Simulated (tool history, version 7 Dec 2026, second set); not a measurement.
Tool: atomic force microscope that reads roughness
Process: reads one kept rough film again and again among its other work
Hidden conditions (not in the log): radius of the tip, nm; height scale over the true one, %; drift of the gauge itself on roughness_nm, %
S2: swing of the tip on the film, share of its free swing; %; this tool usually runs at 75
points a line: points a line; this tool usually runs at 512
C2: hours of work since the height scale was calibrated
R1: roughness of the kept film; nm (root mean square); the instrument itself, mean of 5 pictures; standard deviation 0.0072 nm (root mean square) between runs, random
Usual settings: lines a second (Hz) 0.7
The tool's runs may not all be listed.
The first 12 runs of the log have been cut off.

run 13 hour=404.3 | lines_a_second_(Hz)=0.7 S2=76 points_a_line=512 | pictures_with_this_tip=242 C2=1063 | R1=1.234
run 14 hour=435.6 | lines_a_second_(Hz)=0.7 S2=79 points_a_line=512 | pictures_with_this_tip=285 C2=1088 | R1=1.198
-- hour=453.1 new tip fitted
run 15 hour=457.1 | lines_a_second_(Hz)=0.7 S2=75 points_a_line=594 | pictures_with_this_tip=5 C2=1105 | R1=1.455
run 16 hour=486.8 | lines_a_second_(Hz)=0.7 S2=75 points_a_line=594 | pictures_with_this_tip=45 C2=1128 | R1=1.408
run 17 hour=511.3 | lines_a_second_(Hz)=0.7 S2=75 points_a_line=594 | pictures_with_this_tip=79 C2=1147 | R1=1.394
run 18 hour=554 | lines_a_second_(Hz)=0.7 S2=75 points_a_line=594 | pictures_with_this_tip=136 C2=1181 | R1=1.325
run 19 hour=575.8 | lines_a_second_(Hz)=0.7 S2=75 points_a_line=594 | pictures_with_this_tip=166 C2=1198 | R1=1.311
run 20 hour=604.3 | lines_a_second_(Hz)=0.7 S2=82 points_a_line=594 | pictures_with_this_tip=204 C2=1221 | R1=1.259
run 21 hour=633.5 | lines_a_second_(Hz)=2.791 S2=89 points_a_line=362 | pictures_with_this_tip=244 C2=1244 | R1=1.026
run 22 hour=675.9 | lines_a_second_(Hz)=1.088 S2=89 points_a_line=484 | pictures_with_this_tip=301 C2=1277 | R1=1.121
-- hour=680.6 new tip fitted
run 23 hour=725.9 | lines_a_second_(Hz)=1.088 S2=89 points_a_line=484 | pictures_with_this_tip=61 C2=1316 | R1=1.348
run 24 hour=757.1 | lines_a_second_(Hz)=0.798 S2=82 points_a_line=935 | pictures_with_this_tip=104 C2=1341 | R1=1.352
run 25 hour=779.5 | lines_a_second_(Hz)=0.798 S2=82 points_a_line=935 | pictures_with_this_tip=134 C2=1358 | R1=1.311
run 26 hour=813.7 | lines_a_second_(Hz)=3.686 S2=65 points_a_line=347 | pictures_with_this_tip=180 C2=1385 | R1=1.212
run 27 hour=846.1 | lines_a_second_(Hz)=3.686 S2=65 points_a_line=347 | pictures_with_this_tip=224 C2=1411 | R1=1.175
run 28 hour=890.1 | lines_a_second_(Hz)=3.686 S2=65 points_a_line=347 | pictures_with_this_tip=284 C2=1445 | R1=1.135
-- hour=905.5 new tip fitted
run 29 hour=913.3 | lines_a_second_(Hz)=3.686 S2=65 points_a_line=347 | pictures_with_this_tip=10 C2=1463 | R1=1.377
run 30 hour=935.4 | lines_a_second_(Hz)=0.802 S2=65 points_a_line=458 | pictures_with_this_tip=40 C2=1481 | R1=1.448
run 31 hour=969.2 | lines_a_second_(Hz)=2.323 S2=75 points_a_line=357 | pictures_with_this_tip=86 C2=1507 | R1=1.287
run 32 hour=1015.2 | lines_a_second_(Hz)=0.7 S2=74 points_a_line=461 | pictures_with_this_tip=148 C2=1543 | R1=1.315
run 33 hour=1046.2 | lines_a_second_(Hz)=0.7 S2=75 points_a_line=320 | pictures_with_this_tip=190 C2=1568 | R1=1.267
run 34 hour=1090.4 | lines_a_second_(Hz)=2.731 S2=75 points_a_line=465 | pictures_with_this_tip=250 C2=1603 | R1=1.151

Here are 3 independent what-if runs from the current tool condition. What would each one return?
run A hour=1113.2 | lines_a_second_(Hz)=3.222 S2=67 points_a_line=265 | pictures_with_this_tip=281 C2=1621 | R1=?
run B hour=1113.2 | lines_a_second_(Hz)=0.516 S2=66 points_a_line=512 | pictures_with_this_tip=281 C2=1621 | R1=?
run C hour=1113.2 | lines_a_second_(Hz)=1.225 S2=75 points_a_line=780 | pictures_with_this_tip=281 C2=1621 | R1=?

run=A R1=1.12
run=B R1=1.228
run=C R1=1.194
Stripped of hidden state, with their random variation kept, the same runs would have yielded:
run=A R1=1.388
run=B R1=1.521
run=C R1=1.478

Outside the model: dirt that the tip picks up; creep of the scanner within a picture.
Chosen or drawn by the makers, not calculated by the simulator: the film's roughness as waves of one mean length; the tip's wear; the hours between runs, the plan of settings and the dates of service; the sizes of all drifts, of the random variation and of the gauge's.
